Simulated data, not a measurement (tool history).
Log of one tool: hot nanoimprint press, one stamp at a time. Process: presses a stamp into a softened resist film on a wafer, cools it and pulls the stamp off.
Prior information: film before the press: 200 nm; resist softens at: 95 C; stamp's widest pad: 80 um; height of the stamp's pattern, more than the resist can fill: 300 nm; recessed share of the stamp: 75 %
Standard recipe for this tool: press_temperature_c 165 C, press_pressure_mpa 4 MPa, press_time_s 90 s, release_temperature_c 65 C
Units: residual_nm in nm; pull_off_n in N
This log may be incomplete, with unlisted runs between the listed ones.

Run 1, day 0: usual settings. Result: residual_nm 75.4 nm, pull_off_n 239 N.
Run 2, day 0.867: usual settings. Result: residual_nm 75.8 nm, pull_off_n 258 N.
At day 1.817: stamp cleaned and given a new release coat.
Run 3, day 1.817: usual settings. Result: residual_nm 74.6 nm, pull_off_n 200 N.
Run 4, day 2.5: usual settings but press_time_s 71 s. Result: residual_nm 80.6 nm, pull_off_n 205 N.
Run 5, day 3.208: usual settings. Result: residual_nm 76.2 nm, pull_off_n 214 N.
Run 6, day 3.592: usual settings but press_pressure_mpa 3.21 MPa. Result: residual_nm 86.7 nm, pull_off_n 221 N.
Run 7, day 4.183: usual settings. Result: residual_nm 76.2 nm, pull_off_n 217 N.
Run 8, day 4.971: usual settings. Result: residual_nm 77 nm, pull_off_n 220 N.
Run 9, day 5.542: usual settings. Result: residual_nm 76.5 nm, pull_off_n 221 N.
Run 10, day 6.008: usual settings. Result: residual_nm 76.5 nm, pull_off_n 220 N.
Run 11, day 6.933: usual settings. Result: residual_nm 75.4 nm, pull_off_n 229 N.
Run 12, day 7.854: usual settings but release_temperature_c 59 C. Result: residual_nm 76.5 nm, pull_off_n 274 N.
Run 13, day 8.412: usual settings but release_temperature_c 59 C. Result: residual_nm 77.6 nm, pull_off_n 274 N.
Run 14, day 8.917: usual settings but release_temperature_c 59 C. Result: residual_nm 78 nm, pull_off_n 282 N.
Run 15, day 9.825: usual settings but release_temperature_c 55 C. Result: residual_nm 77.6 nm, pull_off_n 298 N.
Run 16, day 10.767: usual settings but release_temperature_c 55 C. Result: residual_nm 77 nm, pull_off_n 322 N.
At day 11.654: stamp cleaned and given a new release coat.
Run 17, day 11.754: usual settings. Result: residual_nm 77.2 nm, pull_off_n 200 N.
At day 11.942: plate thermocouple calibrated.
Run 18, day 12.438: usual settings but press_temperature_c 174 C, press_pressure_mpa 5.22 MPa, press_time_s 117 s, release_temperature_c 56 C. Result: residual_nm 40.5 nm, pull_off_n 254 N.
Run 19, day 13.192: usual settings but press_temperature_c 174 C, press_pressure_mpa 5.22 MPa, press_time_s 117 s, release_temperature_c 56 C. Result: residual_nm 40.3 nm, pull_off_n 255 N.
Run 20, day 13.933: usual settings but press_pressure_mpa 4.22 MPa, press_time_s 58 s, release_temperature_c 66 C. Result: residual_nm 89.4 nm, pull_off_n 218 N.
Run 21, day 14.817: usual settings but press_pressure_mpa 4.22 MPa, press_time_s 58 s, release_temperature_c 66 C. Result: residual_nm 87.7 nm, pull_off_n 218 N.
Run 22, day 15.333: usual settings but press_temperature_c 157 C, press_pressure_mpa 2.75 MPa, press_time_s 140 s, release_temperature_c 73 C. Result: residual_nm 120.5 nm, pull_off_n 184 N.
Run 23, day 15.758: usual settings but press_temperature_c 163 C, release_temperature_c 68 C. Result: residual_nm 87.1 nm, pull_off_n 206 N.
Run 24, day 16.45: usual settings but press_time_s 52 s, release_temperature_c 55 C. Result: residual_nm 94.1 nm, pull_off_n 277 N.
Run 25, day 16.85: usual settings but release_temperature_c 57 C. Result: residual_nm 79.5 nm, pull_off_n 270 N.
At day 17.571: plate thermocouple calibrated, once more.
Run 26, day 17.7: usual settings but release_temperature_c 57 C. Result: residual_nm 76.6 nm, pull_off_n 269 N.
Run 27, day 18.283: usual settings but release_temperature_c 57 C. Result: residual_nm 75.3 nm, pull_off_n 286 N.
Run 28, day 18.671: usual settings but release_temperature_c 57 C. Result: residual_nm 74.8 nm, pull_off_n 283 N.
Run 29, day 19.467: usual settings but release_temperature_c 57 C. Result: residual_nm 75.4 nm, pull_off_n 280 N.
Run 30, day 20.042: usual settings but release_temperature_c 57 C. Result: residual_nm 75.7 nm, pull_off_n 293 N.
Run 31, day 20.867: usual settings but press_temperature_c 160 C, release_temperature_c 62 C. Result: residual_nm 94.8 nm, pull_off_n 268 N.

Branching from run 31: 3 alternative next runs. What would each branch give?
At day 21.696: stamp cleaned and given a new release coat.
Run A, day 22.042: usual settings but press_time_s 53 s. Result: residual_nm ?, pull_off_n ?.
At day 21.696: stamp cleaned and given a new release coat.
Run B, day 22.042: usual settings but press_temperature_c 160 C, press_pressure_mpa 2.57 MPa, press_time_s 147 s, release_temperature_c 61 C. Result: residual_nm ?, pull_off_n ?.
At day 21.696: stamp cleaned and given a new release coat.
Run C, day 22.042: usual settings but press_temperature_c 172 C, press_time_s 117 s. Result: residual_nm ?, pull_off_n ?.

run  residual_nm  pull_off_n
  A         89.5         197
  B          105         220
  C         51.8         207
The same runs, with their run-to-run variation unchanged, on a tool lacking any hidden condition would have given:
run  residual_nm  pull_off_n
  A         88.2         194
  B        103.7         217
  C         51.1         204
